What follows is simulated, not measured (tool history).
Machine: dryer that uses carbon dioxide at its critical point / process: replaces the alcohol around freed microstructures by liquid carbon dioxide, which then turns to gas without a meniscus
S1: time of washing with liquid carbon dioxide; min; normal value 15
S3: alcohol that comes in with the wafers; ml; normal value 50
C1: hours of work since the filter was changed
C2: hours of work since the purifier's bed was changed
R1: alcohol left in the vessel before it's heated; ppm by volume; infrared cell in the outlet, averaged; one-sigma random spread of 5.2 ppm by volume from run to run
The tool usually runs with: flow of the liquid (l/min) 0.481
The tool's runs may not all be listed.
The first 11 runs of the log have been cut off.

At hour 136.0: inlet filter changed.
Run 12, hour 143.1: usual settings but S3 75 ml; C1 4; C2 305. Result: R1 158 ppm by volume.
Run 13, hour 154.9: usual settings but S3 61 ml; C1 12; C2 312. Result: R1 132 ppm by volume.
Run 14, hour 172.4: usual settings but S3 61 ml; C1 22; C2 323. Result: R1 132 ppm by volume.
Run 15, hour 180.4: usual settings but flow of the liquid (l/min) 0.294; C1 27; C2 327. Result: R1 1042 ppm by volume.
Run 16, hour 190.1: usual settings but S1 20 min, flow of the liquid (l/min) 0.294; C1 33; C2 333. Result: R1 308 ppm by volume.
Run 17, hour 201.6: usual settings but S1 20 min, flow of the liquid (l/min) 0.294; C1 40; C2 341. Result: R1 286 ppm by volume.
Run 18, hour 216.0: usual settings but S1 20 min, flow of the liquid (l/min) 0.584; C1 49; C2 349. Result: R1 30 ppm by volume.
Run 19, hour 224.9: usual settings but S1 20 min, flow of the liquid (l/min) 0.584; C1 55; C2 355. Result: R1 18 ppm by volume.
Run 20, hour 238.7: usual settings but S1 20 min, flow of the liquid (l/min) 0.584; C1 63; C2 363. Result: R1 25 ppm by volume.
Run 21, hour 252.3: usual settings but S1 20 min, flow of the liquid (l/min) 0.584; C1 72; C2 372. Result: R1 27 ppm by volume.
Run 22, hour 265.2: usual settings but S1 20 min, flow of the liquid (l/min) 0.584; C1 80; C2 380. Result: R1 29 ppm by volume.
Run 23, hour 275.2: usual settings but S1 20 min, flow of the liquid (l/min) 0.584; C1 86; C2 386. Result: R1 17 ppm by volume.

Run 24, settings as shown, results not yet in. Your forecast:
Run 24, hour 282.9: usual settings but S1 23 min, flow of the liquid (l/min) 0.307, S3 22 ml; C1 91; C2 391. Result: R1 ?.

{"run 24": {"R1": 66}}
With no hidden state in the tool, this same run would have given R1 41 ppm by volume.

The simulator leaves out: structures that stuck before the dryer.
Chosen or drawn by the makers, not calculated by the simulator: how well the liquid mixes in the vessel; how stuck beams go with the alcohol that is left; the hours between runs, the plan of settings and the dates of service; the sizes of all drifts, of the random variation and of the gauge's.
